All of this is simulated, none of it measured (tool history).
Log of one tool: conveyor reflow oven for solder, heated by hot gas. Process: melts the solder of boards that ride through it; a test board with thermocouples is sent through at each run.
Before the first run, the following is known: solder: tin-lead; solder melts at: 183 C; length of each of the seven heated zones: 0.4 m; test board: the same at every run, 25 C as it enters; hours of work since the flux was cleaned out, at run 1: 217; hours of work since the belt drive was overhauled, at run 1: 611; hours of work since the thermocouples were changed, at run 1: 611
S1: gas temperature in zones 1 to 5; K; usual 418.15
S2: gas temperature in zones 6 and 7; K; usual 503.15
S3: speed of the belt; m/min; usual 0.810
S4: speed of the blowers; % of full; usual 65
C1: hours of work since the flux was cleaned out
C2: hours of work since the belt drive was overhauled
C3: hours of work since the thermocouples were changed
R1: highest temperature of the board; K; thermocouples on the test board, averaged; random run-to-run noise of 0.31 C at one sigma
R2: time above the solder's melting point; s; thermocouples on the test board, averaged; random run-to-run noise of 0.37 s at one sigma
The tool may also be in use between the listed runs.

run	hour	S1	S2	S3	S4	C1	C2	C3	R1	R2
1	0.0	418.15	503.15	0.810	65	217	611	611	487.35	43.9
2	38.9	418.15	503.15	0.810	65	244	638	638	486.95	44.7
3	59.7	418.15	503.15	0.810	65	259	653	653	487.25	44.5
4	104.4	418.15	503.15	0.810	65	290	684	684	487.05	44.3
5	145.8	418.15	503.15	0.810	65	318	712	712	486.55	44.6
6	187.5	405.15	503.15	0.810	65	347	741	741	483.65	39.2
7	215.2	405.15	503.15	0.810	65	366	760	760	483.85	38.8
8	244.0	405.15	503.15	0.810	65	386	780	780	483.65	38.3
9	268.7	429.15	503.15	0.728	65	403	797	797	492.05	57.7
10	289.5	429.15	503.15	0.728	65	418	812	812	491.65	57.9
# hour 308.4: flux residue cleaned out of gas plates and filters
11	336.7	416.15	492.15	0.728	65	20	841	841	482.45	47.2
12	366.0	416.15	492.15	0.728	65	40	861	861	482.95	46.5
13	408.6	416.15	492.15	0.728	65	69	891	891	481.75	47.5
14	440.8	416.15	492.15	0.728	65	92	913	913	482.35	46.8
# hour 458.9: belt drive overhauled, speed set with a stopwatch
15	464.9	411.15	492.15	0.877	66	106	4	927	475.05	29.5
# hour 499.0: thermocouples of zones 6 and 7 changed
16	504.9	411.15	492.15	0.877	66	132	30	4	472.65	26.3

Branching from run 16: 3 alternative next runs. What would each branch give?
A	549.1	411.15	504.15	0.807	66	163	61	35	?	?
B	549.1	418.15	503.15	0.810	55	163	61	35	?	?
C	549.1	411.15	498.15	0.877	66	163	61	35	?	?

run	R1	R2
A	485.15	40.6
B	483.35	40.9
C	477.35	31.1
Without the tool's unlogged condition, the same runs would have read:
run	R1	R2
A	486.75	41.9
B	484.75	42.1
C	479.05	32.7

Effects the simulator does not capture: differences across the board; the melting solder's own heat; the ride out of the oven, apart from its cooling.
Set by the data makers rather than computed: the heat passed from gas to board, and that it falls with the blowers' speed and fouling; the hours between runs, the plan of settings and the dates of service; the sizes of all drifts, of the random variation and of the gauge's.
